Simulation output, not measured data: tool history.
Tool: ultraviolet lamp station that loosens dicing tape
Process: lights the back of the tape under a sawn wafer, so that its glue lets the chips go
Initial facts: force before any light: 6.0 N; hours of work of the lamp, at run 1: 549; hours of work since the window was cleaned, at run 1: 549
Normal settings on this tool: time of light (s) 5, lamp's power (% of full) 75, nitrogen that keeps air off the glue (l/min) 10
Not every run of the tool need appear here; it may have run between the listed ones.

run,hour,time of light (s),lamp's power (% of full),nitrogen that keeps air off the glue (l/min),hours of work of the lamp,hours of work since the window was cleaned,force that peels the tape off (N),light that reached the tape (J/m2)
1,0.0,5,75,10,549,549,0.552,2930
2,14.4,5,75,10,558,558,0.566,2930
3,40.3,5,75,10,574,574,0.545,2880
4,61.3,5,93,10,587,587,0.356,3510
5,78.0,5,93,10,597,597,0.372,3410
6,93.4,5,93,10,607,607,0.361,3460
7,112.1,5,93,10,619,619,0.364,3400
8,132.6,5,93,10,631,631,0.379,3370
9,160.7,3,89,10,649,649,1.259,1920
10,187.5,4,66,6,665,665,1.719,1890
# hour 189.3: window cleaned of glue's vapour
11,203.8,4,71,6,675,9,1.141,2390
# hour 217.6: lamp changed
12,230.9,4,67,7,8,25,0.700,3020
13,260.0,5,87,10,26,43,0.164,4800
14,278.9,5,87,10,38,55,0.149,4800

The next listed run, before its measurement:
15,293.2,4,89,10,47,64,?,?

Logged for run 15: force that peels the tape off (N) 0.263, light that reached the tape (J/m2) 3930.
On a tool with no hidden condition, and with the same random variation, this run would have come out at force that peels the tape off (N) 0.237, light that reached the tape (J/m2) 4090.
